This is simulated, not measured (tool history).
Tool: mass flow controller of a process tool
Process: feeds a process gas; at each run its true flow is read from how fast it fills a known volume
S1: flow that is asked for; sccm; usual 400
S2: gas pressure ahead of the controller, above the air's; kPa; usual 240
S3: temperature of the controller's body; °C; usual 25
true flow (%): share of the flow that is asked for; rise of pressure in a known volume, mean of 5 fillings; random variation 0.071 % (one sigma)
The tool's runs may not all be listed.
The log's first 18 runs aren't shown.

run 19 hour=5815.6 | S1=142 S2=209 S3=21 | true_flow_(%)=96.2
run 20 hour=6201.2 | S1=52 S2=234 S3=29 | true_flow_(%)=92.41
run 21 hour=6528.6 | S1=339 S2=243 S3=21 | true_flow_(%)=97.1
run 22 hour=6747 | S1=253 S2=174 S3=27 | true_flow_(%)=96.48
-- hour=6924.1 controller's zero set anew
run 23 hour=7032.9 | S1=253 S2=174 S3=27 | true_flow_(%)=97.47
run 24 hour=7386.2 | S1=114 S2=196 S3=25 | true_flow_(%)=97.14
run 25 hour=7698.4 | S1=131 S2=145 S3=30 | true_flow_(%)=97.13
run 26 hour=8019.8 | S1=400 S2=173 S3=29 | true_flow_(%)=97.35
run 27 hour=8407.5 | S1=400 S2=173 S3=29 | true_flow_(%)=97.18
run 28 hour=8615.2 | S1=400 S2=226 S3=21 | true_flow_(%)=97.39
run 29 hour=9032.5 | S1=400 S2=226 S3=21 | true_flow_(%)=97.24
run 30 hour=9476.9 | S1=321 S2=240 S3=25 | true_flow_(%)=96.75
run 31 hour=9796.3 | S1=116 S2=240 S3=25 | true_flow_(%)=96.09
run 32 hour=10032.2 | S1=309 S2=195 S3=33 | true_flow_(%)=96.42
run 33 hour=10440.7 | S1=306 S2=238 S3=20 | true_flow_(%)=96.57
run 34 hour=10694 | S1=306 S2=244 S3=32 | true_flow_(%)=96.03

4 ways to go on from here, each from the tool as it stands after run 34. What would each give?
run A hour=10997 | S1=193 S2=217 S3=34 | true_flow_(%)=?
run B hour=10997 | S1=250 S2=252 S3=27 | true_flow_(%)=?
run C hour=10997 | S1=341 S2=157 S3=32 | true_flow_(%)=?
run D hour=10997 | S1=306 S2=158 S3=32 | true_flow_(%)=?

run=A true_flow_(%)=95.6
run=B true_flow_(%)=96.07
run=C true_flow_(%)=96.24
run=D true_flow_(%)=96.08
Without the tool's hidden state the same runs would have given:
run=A true_flow_(%)=99.37
run=B true_flow_(%)=99.7
run=C true_flow_(%)=99.74
run=D true_flow_(%)=99.61
